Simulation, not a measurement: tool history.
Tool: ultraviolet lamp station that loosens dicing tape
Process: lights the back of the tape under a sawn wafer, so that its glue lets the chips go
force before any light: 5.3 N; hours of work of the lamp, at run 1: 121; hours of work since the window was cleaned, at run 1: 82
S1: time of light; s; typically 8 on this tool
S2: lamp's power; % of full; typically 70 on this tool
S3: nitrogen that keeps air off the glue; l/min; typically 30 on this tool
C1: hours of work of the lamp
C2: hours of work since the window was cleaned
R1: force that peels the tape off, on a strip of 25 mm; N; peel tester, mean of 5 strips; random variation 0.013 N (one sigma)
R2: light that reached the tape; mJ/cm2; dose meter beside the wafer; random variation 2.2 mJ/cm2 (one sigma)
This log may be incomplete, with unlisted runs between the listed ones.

run,hour,S1,S2,S3,C1,C2,R1,R2
1,0.0,8,70,30,121,82,0.704,173
2,9.3,8,70,30,127,88,0.680,180
3,15.2,8,67,30,131,92,0.738,167
4,23.7,8,70,30,137,97,0.696,172
5,31.1,8,70,30,142,102,0.701,176
6,37.6,8,70,30,146,107,0.695,177
7,46.8,8,76,30,152,113,0.607,189
8,57.6,13,94,32,160,120,0.180,382
9,64.4,13,94,32,164,124,0.172,373
# hour 65.9: window cleaned of glue's vapour
10,75.6,13,94,32,171,6,0.179,374
11,87.7,8,70,11,179,14,1.197,167
12,92.7,8,70,11,183,18,1.172,171
13,98.2,14,66,11,186,21,0.513,284
14,106.3,10,68,11,192,27,0.910,202

Consider 3 possible next runs. They are alternatives, not a sequence: every one starts from the tool as it was left by run 14. What does each give?
# hour 111.1: window cleaned of glue's vapour, once more
A,117.9,15,81,48,199,4,?,?
# hour 111.1: window cleaned of glue's vapour, once more
B,117.9,8,70,18,199,4,?,?
# hour 111.1: window cleaned of glue's vapour, once more
C,117.9,6,70,20,199,4,?,?

run,R1,R2
A,0.161,375
B,0.905,174
C,1.302,129
Without the tool's hidden state the same runs would have given:
run,R1,R2
A,0.152,412
B,0.777,191
C,1.147,141

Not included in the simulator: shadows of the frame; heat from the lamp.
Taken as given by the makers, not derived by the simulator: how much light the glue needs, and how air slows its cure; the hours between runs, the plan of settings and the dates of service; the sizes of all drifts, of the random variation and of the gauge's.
